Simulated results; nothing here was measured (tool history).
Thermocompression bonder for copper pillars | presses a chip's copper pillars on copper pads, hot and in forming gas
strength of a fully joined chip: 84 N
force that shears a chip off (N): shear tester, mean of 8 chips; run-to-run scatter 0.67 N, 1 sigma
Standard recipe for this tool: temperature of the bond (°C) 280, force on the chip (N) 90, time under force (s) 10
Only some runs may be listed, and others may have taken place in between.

run,hour,temperature of the bond (°C),force on the chip (N),time under force (s),force that shears a chip off (N)
1,0.0,280,90,10,55.9
2,19.1,280,56,10,37.7
3,40.0,280,56,10,37.9
4,60.8,280,90,10,54.4
5,72.1,276,90,10,52.9
6,89.3,276,90,10,52.9
7,107.7,280,104,10,60.7
8,121.2,280,104,10,60.4
9,138.5,280,56,10,37.4
10,152.7,280,56,10,37.4
11,169.5,280,90,10,54.6
12,187.8,280,90,10,55.6
13,199.8,280,90,10,54.1
14,219.1,267,90,10,45.9
15,233.2,280,73,10,47.1
16,247.5,280,73,10,45.7
17,258.3,280,90,10,54.7

Forecast run 18:
18,275.1,300,61,8,?

Run 18 came out at force that shears a chip off (N) 47.1.
On a tool with no hidden condition, and with the same random variation, this run would have come out at force that shears a chip off (N) 51.0.
